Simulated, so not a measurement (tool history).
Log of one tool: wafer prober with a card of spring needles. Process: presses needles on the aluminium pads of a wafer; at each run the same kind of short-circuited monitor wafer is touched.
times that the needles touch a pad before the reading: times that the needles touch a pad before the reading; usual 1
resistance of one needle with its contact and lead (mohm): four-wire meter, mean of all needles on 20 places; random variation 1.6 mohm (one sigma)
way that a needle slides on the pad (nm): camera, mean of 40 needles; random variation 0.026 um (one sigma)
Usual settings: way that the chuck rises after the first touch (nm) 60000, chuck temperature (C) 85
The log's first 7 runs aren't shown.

| run | day | way that the chuck rises after the first touch (nm) | chuck temperature (C) | times that the needles touch a pad before the reading | touches since the tips were cleaned | cleanings since the card got new needles | touches since the first contact's height was set | resistance of one needle with its contact and lead (mohm) | way that a needle slides on the pad (nm) |
|---|---|---|---|---|---|---|---|---|---|
|  | 12.083 | tips cleaned on abrasive film |
| 8 | 13.375 | 60000 | 85 | 1 | 4999 | 37 | 10937 | 148 | 12330 |
|  | 13.538 | tips cleaned on abrasive film |
|  | 14.883 | tips cleaned on abrasive film |
| 9 | 14.904 | 60000 | 85 | 1 | 80 | 39 | 16809 | 148 | 12360 |
| 10 | 16.062 | 60000 | 57 | 1 | 4552 | 39 | 21281 | 144 | 12380 |
|  | 16.342 | tips cleaned on abrasive film |
| 11 | 17.129 | 60000 | 85 | 2 | 3051 | 40 | 25395 | 151 | 12370 |
|  | 17.721 | tips cleaned on abrasive film |
| 12 | 18.204 | 60000 | 85 | 1 | 1858 | 41 | 29521 | 151 | 12330 |
|  | 19.092 | tips cleaned on abrasive film |
|  | 20.458 | tips cleaned on abrasive film |
| 13 | 20.508 | 60000 | 31 | 1 | 198 | 43 | 38402 | 142 | 12430 |
|  | 21.783 | tips cleaned on abrasive film |
| 14 | 23.046 | 60000 | 31 | 3 | 4877 | 44 | 48185 | 143 | 12400 |
|  | 23.242 | tips cleaned on abrasive film |
|  | 24.612 | tips cleaned on abrasive film |
| 15 | 25.038 | 54000 | 85 | 1 | 1645 | 46 | 55847 | 154 | 11100 |
|  | 25.946 | tips cleaned on abrasive film |
|  | 27.379 | tips cleaned on abrasive film |
| 16 | 27.379 | 54000 | 85 | 1 | 0 | 48 | 64875 | 155 | 11140 |
|  | 28.717 | tips cleaned on abrasive film |
| 17 | 28.717 | 55000 | 38 | 1 | 0 | 49 | 70025 | 143 | 11370 |
|  | 30.062 | tips cleaned on abrasive film |
| 18 | 30.062 | 40000 | 38 | 3 | 0 | 50 | 75196 | 152 | 8290 |
|  | 31.425 | tips cleaned on abrasive film |
| 19 | 32.254 | 50000 | 120 | 2 | 3200 | 51 | 83658 | 160 | 10350 |
|  | 32.9 | tips cleaned on abrasive film |
| 20 | 33.867 | 50000 | 120 | 2 | 3743 | 52 | 89873 | 164 | 10350 |
|  | 34.442 | tips cleaned on abrasive film |
|  | 35.908 | tips cleaned on abrasive film |
| 21 | 36.229 | 60000 | 71 | 1 | 1249 | 54 | 98970 | 151 | 12420 |
|  | 37.308 | tips cleaned on abrasive film |
|  | 38.654 | tips cleaned on abrasive film |
| 22 | 38.721 | 60000 | 61 | 1 | 268 | 56 | 108569 | 147 | 12460 |
|  | 40 | tips cleaned on abrasive film |
| 23 | 41.062 | 60000 | 61 | 1 | 4108 | 57 | 117592 | 145 | 12420 |
|  | 41.383 | tips cleaned on abrasive film |
|  | 42.712 | tips cleaned on abrasive film |
| 24 | 43.158 | 56000 | 52 | 3 | 1717 | 59 | 125659 | 145 | 11550 |
|  | 44.05 | tips cleaned on abrasive film |
| 25 | 44.467 | 42000 | 37 | 3 | 1615 | 60 | 130702 | 152 | 8700 |
|  | 45.392 | tips cleaned on abrasive film |
| 26 | 46.233 | 68000 | 37 | 3 | 3263 | 61 | 137517 | 142 | 14100 |
|  | 46.804 | tips cleaned on abrasive film |
|  | 48.258 | tips cleaned on abrasive film |
| 27 | 48.538 | 68000 | 37 | 3 | 1072 | 63 | 146377 | 141 | 14120 |
|  | 49.654 | tips cleaned on abrasive film |
| 28 | 49.654 | 68000 | 37 | 3 | 0 | 64 | 150685 | 141 | 14110 |
| 29 | 50.771 | 73000 | 85 | 2 | 4314 | 64 | 154999 | 147 | 15110 |

Forecast run 30:
|  | 51.012 | tips cleaned on abrasive film |
| 30 | 52.171 | 73000 | 85 | 2 | 4481 | 65 | 160394 | ? | ? |

resistance of one needle with its contact and lead (mohm): 150
way that a needle slides on the pad (nm): 15140
Without the tool's hidden state the same run would have given resistance of one needle with its contact and lead (mohm) 150, way that a needle slides on the pad (nm) 14960.

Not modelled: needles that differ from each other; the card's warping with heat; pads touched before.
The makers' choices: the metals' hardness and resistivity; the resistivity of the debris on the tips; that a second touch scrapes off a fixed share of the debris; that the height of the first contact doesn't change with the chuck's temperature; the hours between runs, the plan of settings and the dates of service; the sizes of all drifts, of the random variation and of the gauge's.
